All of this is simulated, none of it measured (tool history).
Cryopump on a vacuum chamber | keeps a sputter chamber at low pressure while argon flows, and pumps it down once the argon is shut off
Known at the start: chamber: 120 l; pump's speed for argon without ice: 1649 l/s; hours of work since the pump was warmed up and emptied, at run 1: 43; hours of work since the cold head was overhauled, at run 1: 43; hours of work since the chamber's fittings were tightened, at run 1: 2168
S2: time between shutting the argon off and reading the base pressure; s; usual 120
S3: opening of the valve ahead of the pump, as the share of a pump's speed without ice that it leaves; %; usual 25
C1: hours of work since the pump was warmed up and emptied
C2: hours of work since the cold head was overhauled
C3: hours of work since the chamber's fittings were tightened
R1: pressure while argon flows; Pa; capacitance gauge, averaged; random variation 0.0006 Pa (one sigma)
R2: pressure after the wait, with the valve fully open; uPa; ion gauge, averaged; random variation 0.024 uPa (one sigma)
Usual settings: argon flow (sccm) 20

run 1 hour=0.0 | argon_flow_(sccm)=20 S2=120 S3=25 | C1=43 C2=43 C3=2168 | R1=0.0826 R2=2.25
run 2 hour=14.5 | argon_flow_(sccm)=20 S2=120 S3=25 | C1=49 C2=49 C3=2174 | R1=0.0833 R2=2.20
run 3 hour=23.8 | argon_flow_(sccm)=20 S2=117 S3=25 | C1=53 C2=53 C3=2178 | R1=0.0819 R2=2.19
run 4 hour=33.6 | argon_flow_(sccm)=20 S2=117 S3=25 | C1=57 C2=57 C3=2182 | R1=0.0823 R2=2.30
run 5 hour=40.9 | argon_flow_(sccm)=20 S2=120 S3=25 | C1=60 C2=60 C3=2185 | R1=0.0831 R2=2.18
run 6 hour=49.3 | argon_flow_(sccm)=20 S2=120 S3=25 | C1=64 C2=64 C3=2188 | R1=0.0834 R2=2.25
run 7 hour=58.3 | argon_flow_(sccm)=27 S2=120 S3=25 | C1=67 C2=67 C3=2192 | R1=0.1116 R2=2.12
run 8 hour=75.2 | argon_flow_(sccm)=27 S2=120 S3=25 | C1=74 C2=74 C3=2199 | R1=0.1112 R2=2.20
run 9 hour=83.6 | argon_flow_(sccm)=27 S2=120 S3=25 | C1=78 C2=78 C3=2203 | R1=0.1109 R2=2.24
run 10 hour=100.4 | argon_flow_(sccm)=20 S2=70 S3=25 | C1=85 C2=85 C3=2210 | R1=0.0830 R2=2.73
run 11 hour=109.1 | argon_flow_(sccm)=20 S2=70 S3=25 | C1=89 C2=89 C3=2213 | R1=0.0823 R2=2.83
run 12 hour=118.5 | argon_flow_(sccm)=20 S2=70 S3=25 | C1=93 C2=93 C3=2217 | R1=0.0825 R2=2.74
run 13 hour=125.8 | argon_flow_(sccm)=20 S2=57 S3=25 | C1=96 C2=96 C3=2220 | R1=0.0827 R2=3.05
run 14 hour=138.9 | argon_flow_(sccm)=20 S2=57 S3=25 | C1=101 C2=101 C3=2226 | R1=0.0832 R2=3.03
run 15 hour=153.3 | argon_flow_(sccm)=20 S2=57 S3=25 | C1=107 C2=107 C3=2232 | R1=0.0821 R2=3.11
run 16 hour=166.7 | argon_flow_(sccm)=20 S2=57 S3=25 | C1=113 C2=113 C3=2238 | R1=0.0828 R2=2.98
run 17 hour=183.8 | argon_flow_(sccm)=20 S2=120 S3=25 | C1=120 C2=120 C3=2245 | R1=0.0833 R2=2.24
run 18 hour=195.2 | argon_flow_(sccm)=35 S2=93 S3=31 | C1=125 C2=125 C3=2249 | R1=0.1178 R2=2.49
run 19 hour=208.4 | argon_flow_(sccm)=29 S2=50 S3=27 | C1=130 C2=130 C3=2255 | R1=0.1120 R2=3.33
run 20 hour=223.0 | argon_flow_(sccm)=16 S2=39 S3=50 | C1=136 C2=136 C3=2261 | R1=0.0344 R2=3.82
run 21 hour=238.4 | argon_flow_(sccm)=16 S2=39 S3=50 | C1=143 C2=143 C3=2268 | R1=0.0338 R2=3.86
run 22 hour=246.2 | argon_flow_(sccm)=16 S2=39 S3=50 | C1=146 C2=146 C3=2271 | R1=0.0334 R2=3.79

Run 23 comes next. What will it give?
run 23 hour=263.5 | argon_flow_(sccm)=33 S2=39 S3=23 | C1=153 C2=153 C3=2278 | R1=? R2=?

{"run 23": {"R1": 0.1494, "R2": 3.89}}
Without the tool's hidden state the same run would have given R1 0.1472 Pa, R2 2.51 uPa.
